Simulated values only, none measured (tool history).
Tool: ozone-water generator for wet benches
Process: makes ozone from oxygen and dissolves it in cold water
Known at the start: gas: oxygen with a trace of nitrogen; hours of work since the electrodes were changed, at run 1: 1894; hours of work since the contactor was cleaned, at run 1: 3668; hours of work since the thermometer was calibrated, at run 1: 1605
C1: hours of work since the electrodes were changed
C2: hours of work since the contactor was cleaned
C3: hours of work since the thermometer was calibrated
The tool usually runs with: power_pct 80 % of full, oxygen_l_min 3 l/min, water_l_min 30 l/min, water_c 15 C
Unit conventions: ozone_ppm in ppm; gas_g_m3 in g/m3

run 1 hour=0 | power_pct=80 oxygen_l_min=3 water_l_min=30 water_c=15 | C1=1894 C2=3668 C3=1605 | ozone_ppm=11.2 gas_g_m3=260.4
run 2 hour=38.1 | power_pct=80 oxygen_l_min=3 water_l_min=30 water_c=15 | C1=1920 C2=3694 C3=1631 | ozone_ppm=11 gas_g_m3=258.8
run 3 hour=82.9 | power_pct=80 oxygen_l_min=3 water_l_min=30 water_c=11 | C1=1950 C2=3724 C3=1661 | ozone_ppm=11.4 gas_g_m3=258.7
run 4 hour=121.6 | power_pct=80 oxygen_l_min=3 water_l_min=30 water_c=21 | C1=1976 C2=3750 C3=1687 | ozone_ppm=10.5 gas_g_m3=260.5
run 5 hour=158.4 | power_pct=80 oxygen_l_min=3 water_l_min=30 water_c=21 | C1=2001 C2=3775 C3=1712 | ozone_ppm=10.7 gas_g_m3=258.4
run 6 hour=211.2 | power_pct=80 oxygen_l_min=3 water_l_min=30 water_c=21 | C1=2036 C2=3811 C3=1748 | ozone_ppm=10.7 gas_g_m3=260.2
run 7 hour=265 | power_pct=80 oxygen_l_min=3 water_l_min=30 water_c=21 | C1=2073 C2=3847 C3=1784 | ozone_ppm=10.7 gas_g_m3=259.4
run 8 hour=347.2 | power_pct=80 oxygen_l_min=3 water_l_min=30 water_c=21 | C1=2128 C2=3902 C3=1839 | ozone_ppm=10.7 gas_g_m3=258.7
run 9 hour=418.9 | power_pct=80 oxygen_l_min=3 water_l_min=30 water_c=21 | C1=2176 C2=3951 C3=1888 | ozone_ppm=10.6 gas_g_m3=261.4
run 10 hour=463.3 | power_pct=80 oxygen_l_min=3 water_l_min=30 water_c=21 | C1=2206 C2=3981 C3=1918 | ozone_ppm=10.7 gas_g_m3=257.7
-- hour=485.2 contactor cleaned
run 11 hour=510.6 | power_pct=73 oxygen_l_min=2.69 water_l_min=30 water_c=15 | C1=2235 C2=17 C3=1947 | ozone_ppm=10.4 gas_g_m3=255.8
run 12 hour=549.6 | power_pct=80 oxygen_l_min=2.9 water_l_min=22 water_c=12 | C1=2262 C2=43 C3=1973 | ozone_ppm=16 gas_g_m3=264.9
run 13 hour=613.3 | power_pct=42 oxygen_l_min=3 water_l_min=23 water_c=17 | C1=2305 C2=86 C3=2016 | ozone_ppm=8.5 gas_g_m3=151.4

Run 14 has not been measured yet. What should we expect?
run 14 hour=680.2 | power_pct=42 oxygen_l_min=3 water_l_min=23 water_c=17 | C1=2350 C2=131 C3=2061 | ozone_ppm=? gas_g_m3=?

ozone_ppm: 8.4 ppm
gas_g_m3: 151.4 g/m3
On a tool with no hidden condition, and with the same random variation, this run would have come out at ozone_ppm 8.4 ppm, gas_g_m3 153 g/m3.
